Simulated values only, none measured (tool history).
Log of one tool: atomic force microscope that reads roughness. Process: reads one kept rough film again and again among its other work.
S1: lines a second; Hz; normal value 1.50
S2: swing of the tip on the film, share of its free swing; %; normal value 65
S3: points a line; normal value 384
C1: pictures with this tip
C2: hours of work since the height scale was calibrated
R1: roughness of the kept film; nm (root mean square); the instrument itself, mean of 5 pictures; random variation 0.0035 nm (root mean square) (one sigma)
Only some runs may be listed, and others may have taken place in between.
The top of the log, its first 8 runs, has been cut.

| run | day | S1 | S2 | S3 | C1 | C2 | R1 |
|---|---|---|---|---|---|---|---|
| 9 | 17.412 | 1.50 | 65 | 517 | 247 | 1324 | 0.693 |
| 10 | 19.142 | 1.50 | 65 | 384 | 315 | 1345 | 0.692 |
|  | 20.308 | new tip fitted |
| 11 | 21.904 | 1.50 | 58 | 384 | 62 | 1378 | 0.707 |
| 12 | 24.950 | 1.50 | 58 | 384 | 182 | 1414 | 0.703 |
| 13 | 26.533 | 1.50 | 58 | 384 | 244 | 1433 | 0.698 |
| 14 | 28.929 | 1.50 | 58 | 384 | 339 | 1462 | 0.705 |
|  | 29.412 | new tip fitted |
| 15 | 31.421 | 1.50 | 58 | 384 | 79 | 1492 | 0.707 |
| 16 | 32.671 | 1.50 | 58 | 384 | 128 | 1507 | 0.699 |
| 17 | 35.021 | 1.50 | 58 | 384 | 220 | 1536 | 0.700 |
| 18 | 37.446 | 1.50 | 58 | 384 | 316 | 1565 | 0.706 |
|  | 38.508 | new tip fitted |
| 19 | 38.792 | 1.50 | 58 | 384 | 12 | 1581 | 0.704 |

For run 20, what comes out?
| 20 | 40.875 | 0.56 | 69 | 269 | 94 | 1606 | ? |

R1: 0.711 nm (root mean square)
With no hidden state in the tool, this same run would have given R1 0.711 nm (root mean square).

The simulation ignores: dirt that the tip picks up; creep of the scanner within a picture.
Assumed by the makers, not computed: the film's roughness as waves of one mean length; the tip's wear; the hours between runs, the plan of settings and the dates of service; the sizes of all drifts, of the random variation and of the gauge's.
